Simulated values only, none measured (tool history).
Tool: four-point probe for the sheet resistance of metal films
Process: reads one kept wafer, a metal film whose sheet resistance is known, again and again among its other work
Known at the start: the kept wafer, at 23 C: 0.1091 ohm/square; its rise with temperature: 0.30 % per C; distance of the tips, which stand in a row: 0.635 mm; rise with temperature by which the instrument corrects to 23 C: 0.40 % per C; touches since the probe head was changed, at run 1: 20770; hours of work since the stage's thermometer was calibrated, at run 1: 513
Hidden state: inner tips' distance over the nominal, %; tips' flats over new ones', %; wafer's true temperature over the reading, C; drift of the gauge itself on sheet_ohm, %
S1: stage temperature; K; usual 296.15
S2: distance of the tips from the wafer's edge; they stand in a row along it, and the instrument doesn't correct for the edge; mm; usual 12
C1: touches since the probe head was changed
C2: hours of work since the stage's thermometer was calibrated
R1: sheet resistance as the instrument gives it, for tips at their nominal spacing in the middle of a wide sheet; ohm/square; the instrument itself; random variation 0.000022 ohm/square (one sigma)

run,hour,S1,S2,C1,C2,R1
1,0,296.15,12,20770,513,0.109694
2,76.1,296.15,12,22515,567,0.109725
3,162.2,303.15,12,24490,629,0.108927
4,211.6,296.15,7,25622,664,0.110042
5,291.3,296.15,18,27450,721,0.109631
6,337.6,295.15,12,28511,754,0.109758
7,400.1,296.15,12,29943,799,0.109661
8,469.2,296.15,12,31528,848,0.109682
9,534,296.15,12,33014,895,0.109653
# hour 542.2: stage's thermometer calibrated
10,592.8,296.15,33,34350,36,0.109552
11,651.3,296.15,33,35692,78,0.109494
12,691.7,297.15,3,36618,107,0.111946
13,758,306.15,5,38137,154,0.109286
14,832,306.15,5,39835,207,0.109322
15,885.4,308.15,10,41058,246,0.108423
16,939.8,296.15,5,42307,285,0.110448
# hour 990.7: stage's thermometer calibrated, once more
17,1028.8,298.15,27,44335,27,0.109119
18,1066,298.15,27,45188,54,0.109127
19,1138.3,292.15,6,46847,106,0.110429

Measured less the same run without the tool's hidden state. The same run-to-run variation is in both; the gauge's scatter may not be:
run,R1
1,+0.000455
2,+0.000446
3,+0.000431
4,+0.00043
5,+0.000419
6,+0.000413
7,+0.000406
8,+0.000398
9,+0.000389
10,+0.000416
11,+0.00041
12,+0.000413
13,+0.000393
14,+0.000383
15,+0.000374
16,+0.000377
17,+0.000227
18,+0.000223
19,+0.000217
